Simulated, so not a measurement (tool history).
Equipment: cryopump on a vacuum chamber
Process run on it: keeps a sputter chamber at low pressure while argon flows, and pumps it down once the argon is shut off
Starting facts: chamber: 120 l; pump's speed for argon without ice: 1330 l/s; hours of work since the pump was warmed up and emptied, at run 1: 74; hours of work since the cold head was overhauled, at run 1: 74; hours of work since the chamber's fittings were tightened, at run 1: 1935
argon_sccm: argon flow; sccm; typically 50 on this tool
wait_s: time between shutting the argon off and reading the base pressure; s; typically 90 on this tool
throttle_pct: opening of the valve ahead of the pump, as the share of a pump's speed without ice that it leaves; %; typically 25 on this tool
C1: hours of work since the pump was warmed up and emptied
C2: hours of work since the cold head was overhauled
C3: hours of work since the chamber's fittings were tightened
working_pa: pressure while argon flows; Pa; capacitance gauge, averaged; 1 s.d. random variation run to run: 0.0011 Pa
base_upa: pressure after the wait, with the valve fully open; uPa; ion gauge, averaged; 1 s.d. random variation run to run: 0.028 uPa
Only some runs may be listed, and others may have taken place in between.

{"run": 1, "hour": 0.0, "argon_sccm": 50, "wait_s": 90, "throttle_pct": 25, "C1": 74, "C2": 74, "C3": 1935, "working_pa": 0.256, "base_upa": 2.61}
{"run": 2, "hour": 64.0, "argon_sccm": 50, "wait_s": 90, "throttle_pct": 25, "C1": 111, "C2": 111, "C3": 1973, "working_pa": 0.2559, "base_upa": 2.6}
{"run": 3, "hour": 111.6, "argon_sccm": 50, "wait_s": 90, "throttle_pct": 25, "C1": 139, "C2": 139, "C3": 2001, "working_pa": 0.254, "base_upa": 2.69}
{"run": 4, "hour": 160.6, "argon_sccm": 50, "wait_s": 90, "throttle_pct": 25, "C1": 168, "C2": 168, "C3": 2029, "working_pa": 0.256, "base_upa": 2.75}
{"run": 5, "hour": 206.8, "argon_sccm": 50, "wait_s": 90, "throttle_pct": 25, "C1": 196, "C2": 196, "C3": 2057, "working_pa": 0.2554, "base_upa": 2.84}
{"run": 6, "hour": 269.0, "argon_sccm": 50, "wait_s": 90, "throttle_pct": 25, "C1": 232, "C2": 232, "C3": 2093, "working_pa": 0.2593, "base_upa": 2.77}
{"run": 7, "hour": 320.8, "argon_sccm": 50, "wait_s": 90, "throttle_pct": 25, "C1": 263, "C2": 263, "C3": 2124, "working_pa": 0.2585, "base_upa": 2.88}
{"run": 8, "hour": 368.4, "argon_sccm": 46, "wait_s": 90, "throttle_pct": 25, "C1": 291, "C2": 291, "C3": 2152, "working_pa": 0.2382, "base_upa": 2.99}
{"run": 9, "hour": 414.4, "argon_sccm": 46, "wait_s": 90, "throttle_pct": 25, "C1": 318, "C2": 318, "C3": 2179, "working_pa": 0.2375, "base_upa": 2.82}
{"run": 10, "hour": 447.4, "argon_sccm": 50, "wait_s": 90, "throttle_pct": 56, "C1": 337, "C2": 337, "C3": 2198, "working_pa": 0.1185, "base_upa": 2.93}
{"run": 11, "hour": 497.3, "argon_sccm": 50, "wait_s": 90, "throttle_pct": 56, "C1": 367, "C2": 367, "C3": 2228, "working_pa": 0.1203, "base_upa": 3.01}
{"run": 12, "hour": 555.8, "argon_sccm": 50, "wait_s": 90, "throttle_pct": 56, "C1": 401, "C2": 401, "C3": 2262, "working_pa": 0.1213, "base_upa": 3.09}
{"run": 13, "hour": 608.4, "argon_sccm": 94, "wait_s": 82, "throttle_pct": 20, "C1": 432, "C2": 432, "C3": 2293, "working_pa": 0.6107, "base_upa": 3.16}
{"run": 14, "hour": 675.3, "argon_sccm": 41, "wait_s": 63, "throttle_pct": 39, "C1": 471, "C2": 471, "C3": 2332, "working_pa": 0.14, "base_upa": 3.63}
{"run": 15, "hour": 720.5, "argon_sccm": 41, "wait_s": 63, "throttle_pct": 39, "C1": 498, "C2": 498, "C3": 2359, "working_pa": 0.1417, "base_upa": 3.6}
{"run": 16, "hour": 787.8, "argon_sccm": 100, "wait_s": 33, "throttle_pct": 21, "C1": 537, "C2": 537, "C3": 2399, "working_pa": 0.6254, "base_upa": 4.96}
{"run": 17, "hour": 841.1, "argon_sccm": 61, "wait_s": 152, "throttle_pct": 26, "C1": 569, "C2": 569, "C3": 2430, "working_pa": 0.312, "base_upa": 2.84}
{"run": 18, "hour": 890.7, "argon_sccm": 61, "wait_s": 152, "throttle_pct": 26, "C1": 598, "C2": 598, "C3": 2459, "working_pa": 0.3105, "base_upa": 2.85}
{"run": 19, "hour": 934.7, "argon_sccm": 77, "wait_s": 22, "throttle_pct": 29, "C1": 624, "C2": 624, "C3": 2485, "working_pa": 0.3549, "base_upa": 6.64}
{"run": 20, "hour": 1000.7, "argon_sccm": 77, "wait_s": 22, "throttle_pct": 29, "C1": 663, "C2": 663, "C3": 2524, "working_pa": 0.353, "base_upa": 6.86}
{"run": 21, "hour": 1047.1, "argon_sccm": 82, "wait_s": 174, "throttle_pct": 25, "C1": 690, "C2": 690, "C3": 2551, "working_pa": 0.4349, "base_upa": 2.92}
{"run": 22, "hour": 1094.7, "argon_sccm": 50, "wait_s": 40, "throttle_pct": 27, "C1": 718, "C2": 718, "C3": 2579, "working_pa": 0.2481, "base_upa": 4.65}

Some steps in working_pa, run to run, broken into two amounts with sign: the step expected even without the hidden condition (settings, incoming material, random variation), and the rest, left for the hidden condition together with whatever gauge scatter is not in both the measured and the hidden-condition-free result:
Hidden conditions of the tool in this case: pump's speed, % of a pump's without ice; cold plate's temperature, K; leak into the chamber, uPa l/s; drift of the gauge itself on working_pa, %; drift of the gauge itself on base_upa, %.
Run 12 -> 13: argon_sccm 50 -> 94, wait_s 90 -> 82, throttle_pct 56 -> 20. working_pa +0.4894 Pa: hidden state +0.0067, all else +0.4827.
Run 13 -> 14: argon_sccm 94 -> 41, wait_s 82 -> 63, throttle_pct 20 -> 39. working_pa -0.4707 Pa: hidden state -0.0069, all else -0.4638.
Run 15 -> 16: argon_sccm 41 -> 100, wait_s 63 -> 33, throttle_pct 39 -> 21. working_pa +0.4837 Pa: hidden state +0.0111, all else +0.4726.
